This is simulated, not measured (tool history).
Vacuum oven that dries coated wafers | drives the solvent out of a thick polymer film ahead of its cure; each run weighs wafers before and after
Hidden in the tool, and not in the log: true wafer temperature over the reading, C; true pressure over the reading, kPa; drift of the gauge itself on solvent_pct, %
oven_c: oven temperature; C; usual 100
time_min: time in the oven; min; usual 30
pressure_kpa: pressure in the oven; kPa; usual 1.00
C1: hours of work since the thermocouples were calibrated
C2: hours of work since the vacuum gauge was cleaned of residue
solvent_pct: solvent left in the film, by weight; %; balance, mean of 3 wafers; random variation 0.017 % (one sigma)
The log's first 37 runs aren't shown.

Run 38, day 22.512: usual settings but oven_c 94 C, time_min 32 min, pressure_kpa 0.62 kPa; C1 636; C2 1016. Result: solvent_pct 3.68 %.
Run 39, day 23.154: usual settings but oven_c 94 C, time_min 32 min, pressure_kpa 0.62 kPa; C1 648; C2 1027. Result: solvent_pct 3.69 %.
Run 40, day 23.858: usual settings but oven_c 89 C, pressure_kpa 0.63 kPa; C1 661; C2 1040. Result: solvent_pct 5.44 %.
Run 41, day 24.567: usual settings but time_min 19 min, pressure_kpa 1.18 kPa; C1 673; C2 1053. Result: solvent_pct 5.21 %.
Run 42, day 25.158: usual settings but oven_c 89 C, time_min 19 min, pressure_kpa 0.70 kPa; C1 684; C2 1063. Result: solvent_pct 8.34 %.
Run 43, day 25.842: usual settings but oven_c 95 C, time_min 19 min, pressure_kpa 0.59 kPa; C1 696; C2 1076. Result: solvent_pct 6.55 %.
Run 44, day 26.667: usual settings but oven_c 88 C, time_min 41 min, pressure_kpa 1.40 kPa; C1 711; C2 1091. Result: solvent_pct 4.20 %.
Run 45, day 27.188: usual settings but oven_c 88 C, time_min 41 min, pressure_kpa 1.40 kPa; C1 721; C2 1100. Result: solvent_pct 4.26 %.
Run 46, day 27.608: usual settings but oven_c 99 C, time_min 28 min, pressure_kpa 0.81 kPa; C1 728; C2 1108. Result: solvent_pct 3.26 %.
Run 47, day 28.096: usual settings but oven_c 105 C, time_min 27 min, pressure_kpa 0.53 kPa; C1 737; C2 1116. Result: solvent_pct 2.07 %.

4 ways to go on from here, each from the tool as it stands after run 47. What would each give?
Run A, day 28.679: usual settings but oven_c 108 C, time_min 26 min, pressure_kpa 0.53 kPa; C1 748; C2 1127. Result: solvent_pct ?.
Run B, day 28.679: usual settings but oven_c 98 C, pressure_kpa 1.70 kPa; C1 748; C2 1127. Result: solvent_pct ?.
Run C, day 28.679: usual settings but oven_c 105 C, time_min 27 min, pressure_kpa 0.61 kPa; C1 748; C2 1127. Result: solvent_pct ?.
Run D, day 28.679: usual settings but pressure_kpa 0.79 kPa; C1 748; C2 1127. Result: solvent_pct ?.

run  solvent_pct
  A         1.71
  B         3.38
  C         2.08
  D         2.64
Without the tool's hidden state the same runs would have given:
run  solvent_pct
  A         1.45
  B         3.01
  C         1.79
  D         2.30

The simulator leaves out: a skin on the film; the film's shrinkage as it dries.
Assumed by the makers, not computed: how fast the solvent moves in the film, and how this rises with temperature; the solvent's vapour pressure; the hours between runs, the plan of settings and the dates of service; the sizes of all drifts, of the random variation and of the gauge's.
